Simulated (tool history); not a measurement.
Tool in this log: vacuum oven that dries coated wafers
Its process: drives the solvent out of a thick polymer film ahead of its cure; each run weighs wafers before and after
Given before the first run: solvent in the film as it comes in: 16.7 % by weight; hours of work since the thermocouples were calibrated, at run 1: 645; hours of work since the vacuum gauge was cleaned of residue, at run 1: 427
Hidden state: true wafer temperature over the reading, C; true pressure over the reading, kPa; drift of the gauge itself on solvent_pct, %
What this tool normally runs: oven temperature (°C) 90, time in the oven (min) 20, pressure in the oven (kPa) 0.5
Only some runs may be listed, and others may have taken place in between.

run	hour	oven temperature (°C)	time in the oven (min)	pressure in the oven (kPa)	hours of work since the thermocouples were calibrated	hours of work since the vacuum gauge was cleaned of residue	solvent left in the film (%)
1	0	90	20	0.5	645	427	0.83
2	24	90	20	1.795	659	441	1.4
3	36.6	90	20	1.795	667	449	1.35
4	53.7	90	20	1.795	677	459	1.4
5	70.9	90	20	1.795	687	469	1.41
6	87.9	90	20	1.795	697	479	1.42
7	112.7	90	20	1.795	712	494	1.39
8	134.1	90	20	1.795	725	507	1.42
9	160.7	90	20	1.795	741	523	1.4
10	172.5	90	10	0.5	748	530	3.2
11	192	90	20	0.5	760	541	0.93
12	214.7	90	20	0.5	773	555	0.92
13	227.6	90	20	0.5	781	563	0.91
14	253.3	90	20	0.5	796	578	0.9
15	265	90	20	0.5	803	585	0.85
16	289.8	90	20	0.5	818	600	0.83
17	308.4	90	20	0.5	829	611	0.91
18	334.9	81	20	0.5	845	627	2.31
19	350.4	81	20	0.5	854	636	2.14
20	375.8	81	17	0.5	869	651	2.87
21	403	81	17	0.5	885	667	2.88
22	419.6	81	17	0.5	895	677	2.84
23	440.6	81	17	0.5	908	690	2.89
24	466	81	17	0.5	923	705	2.92
25	477.3	81	17	0.5	930	712	2.85
26	489.3	81	17	0.5	937	719	2.92
27	507.9	90	20	0.339	948	730	0.85
28	533.4	90	20	0.339	963	745	0.79
29	552.2	100	20	0.315	974	756	0.19
30	572.5	90	19	0.269	986	768	0.93
31	591.5	90	19	0.269	998	780	0.89
32	610.8	95	14	0.346	1009	791	1.04
33	627.5	90	20	1.738	1019	801	1.41
34	639.3	90	20	1.738	1026	808	1.39
35	660.4	78	20	1.297	1039	821	3.31
36	682.2	78	20	1.297	1052	834	3.28
37	699.2	76	11	1.93	1062	844	6.84
38	726.6	76	11	1.93	1078	860	6.71
39	744.3	97	20	0.271	1089	871	0.33
40	767.5	97	20	0.271	1103	885	0.23
41	794.8	97	20	0.271	1119	901	0.24
42	819.2	97	20	0.271	1134	915	0.27
43	845.2	89	27	0.572	1149	931	0.52
44	865.8	89	27	0.572	1161	943	0.53
45	893.2	89	27	0.572	1178	960	0.54
46	912.1	86	11	0.664	1189	971	3.81
47	923.5	86	11	0.664	1196	978	3.68

Consider 3 possible next runs. They are alternatives, not a sequence: every one starts from the tool as it was left by run 47. What does each give?
A	944.7	81	11	0.446	1208	990	?
B	944.7	77	20	0.5	1208	990	?
C	944.7	98	22	0.488	1208	990	?

run	solvent left in the film (%)
A	4.88
B	3.05
C	0.32
Without the tool's hidden state the same runs would have given:
run	solvent left in the film (%)
A	4.86
B	3.04
C	0.31

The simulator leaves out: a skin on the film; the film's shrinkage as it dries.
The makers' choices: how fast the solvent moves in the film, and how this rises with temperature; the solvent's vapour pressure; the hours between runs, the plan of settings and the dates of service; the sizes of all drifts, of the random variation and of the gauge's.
